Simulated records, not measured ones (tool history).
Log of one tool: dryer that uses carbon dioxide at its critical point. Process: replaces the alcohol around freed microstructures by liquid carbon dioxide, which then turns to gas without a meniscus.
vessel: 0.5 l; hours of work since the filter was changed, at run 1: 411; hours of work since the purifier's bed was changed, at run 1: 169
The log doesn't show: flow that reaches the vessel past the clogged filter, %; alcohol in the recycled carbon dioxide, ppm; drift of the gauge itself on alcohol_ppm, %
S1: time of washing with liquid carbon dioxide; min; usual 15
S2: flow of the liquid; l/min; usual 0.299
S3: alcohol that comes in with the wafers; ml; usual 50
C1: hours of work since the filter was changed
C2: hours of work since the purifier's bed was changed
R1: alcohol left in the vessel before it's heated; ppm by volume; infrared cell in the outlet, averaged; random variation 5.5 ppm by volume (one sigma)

run	hour	S1	S2	S3	C1	C2	R1
1	0.0	15	0.299	50	411	169	224
2	8.2	15	0.299	50	415	174	229
3	16.4	15	0.299	50	420	178	223
4	25.0	15	0.299	50	424	183	237
5	33.4	15	0.299	50	429	187	235
6	40.6	15	0.299	50	433	191	237
7	47.1	15	0.299	50	436	195	226
8	51.4	15	0.299	50	438	197	237
9	56.1	15	0.299	50	441	199	231
10	61.1	15	0.299	50	444	202	243
11	65.5	15	0.299	50	446	204	232
12	71.6	23	0.299	50	449	208	31
13	79.5	23	0.299	25	453	212	36
14	87.1	23	0.299	25	457	216	32
15	94.1	23	0.299	25	461	220	31
16	100.6	15	0.299	68	465	223	320
17	109.7	15	0.299	68	470	228	326
18	118.6	15	0.274	68	474	233	517
19	126.7	15	0.274	68	479	237	536
20	134.1	15	0.274	68	483	241	511
21	140.5	22	0.459	47	486	244	23
22	149.2	23	0.236	29	491	249	79
23	154.0	12	0.235	40	493	252	1818
24	163.0	17	0.482	40	498	257	37
25	171.8	15	0.267	99	503	261	881
26	178.8	11	0.248	35	507	265	1755
27	184.8	15	0.303	44	510	268	216
28	191.2	15	0.266	28	513	272	277
# hour 194.5: inlet filter changed
29	198.3	15	0.266	28	2	275	214
30	203.7	15	0.266	28	5	278	220
31	210.5	15	0.226	26	9	281	442
32	215.9	22	0.226	22	11	284	72
33	220.5	22	0.226	22	14	287	74
34	224.4	22	0.226	22	16	289	69
35	230.7	15	0.262	58	19	292	437
36	235.4	13	0.299	58	22	295	438
37	242.3	15	0.274	50	26	298	298
38	247.8	15	0.274	50	28	301	301
39	254.6	15	0.274	50	32	305	305
40	260.3	21	0.370	43	35	308	38

5 ways to go on from here, each from the tool as it stands after run 40. What would each give?
A	264.0	16	0.328	25	37	310	?
B	264.0	21	0.397	43	37	310	?
C	264.0	15	0.471	50	37	310	?
D	264.0	13	0.306	22	37	310	?
E	264.0	15	0.221	59	37	310	?

run	R1
A	60
B	44
C	38
D	177
E	1115
Without the tool's hidden state the same runs would have given:
run	R1
A	26
B	11
C	5
D	141
E	1061
